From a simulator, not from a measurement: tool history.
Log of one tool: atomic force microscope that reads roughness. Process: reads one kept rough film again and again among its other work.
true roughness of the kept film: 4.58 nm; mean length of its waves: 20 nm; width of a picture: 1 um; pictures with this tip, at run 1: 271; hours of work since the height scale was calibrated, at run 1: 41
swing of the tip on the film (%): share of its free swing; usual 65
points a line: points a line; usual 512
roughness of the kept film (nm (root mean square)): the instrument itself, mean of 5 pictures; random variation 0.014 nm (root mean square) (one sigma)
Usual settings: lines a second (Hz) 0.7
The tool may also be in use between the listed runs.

run	hour	lines a second (Hz)	swing of the tip on the film (%)	points a line	pictures with this tip	hours of work since the height scale was calibrated	roughness of the kept film (nm (root mean square))
1	0	0.7	65	512	271	41	2.655
2	23.4	1.033	65	512	305	59	2.583
3	50.1	1.033	65	512	345	80	2.519
# hour 67.9: new tip fitted
4	73.6	0.7	65	512	9	98	3.322
5	116.6	0.805	65	512	72	131	3.14
6	157.1	0.805	65	512	131	162	2.979
7	177.3	0.805	65	512	161	178	2.918
8	201	0.7	65	512	195	196	2.836
9	223.4	0.7	65	512	228	213	2.77
10	259.5	0.7	65	512	281	241	2.645
11	286.9	0.7	86	512	322	262	2.478
# hour 290.8: height scale calibrated on a step standard
# hour 321.1: new tip fitted
12	328.6	0.7	86	512	11	29	3.123
13	363.2	0.76	86	502	61	56	2.972
14	392.9	0.76	86	502	105	78	2.858
# hour 440.7: height scale calibrated on a step standard, once more
15	442.1	0.987	65	736	176	1	2.843
16	477.1	0.987	65	736	227	28	2.703
17	522.2	0.987	65	736	293	63	2.593
18	544	0.691	73	481	325	80	2.497
19	573.2	3.569	66	512	368	102	2.255
# hour 577.6: new tip fitted
20	619.5	0.641	65	531	62	138	3.186
21	646.1	0.539	65	1017	101	158	3.172

The same runs without the tool's hidden state, with the same run-to-run variation:
The hidden state here: radius of the tip, nm; height scale over the true one, %; drift of the gauge itself on roughness_nm, %.
run	roughness of the kept film (nm (root mean square))
1	3.362
2	3.354
3	3.353
4	3.367
5	3.367
6	3.364
7	3.373
8	3.371
9	3.376
10	3.35
11	3.244
12	3.235
13	3.217
14	3.211
15	3.361
16	3.335
17	3.361
18	3.303
19	3.066
20	3.349
21	3.441
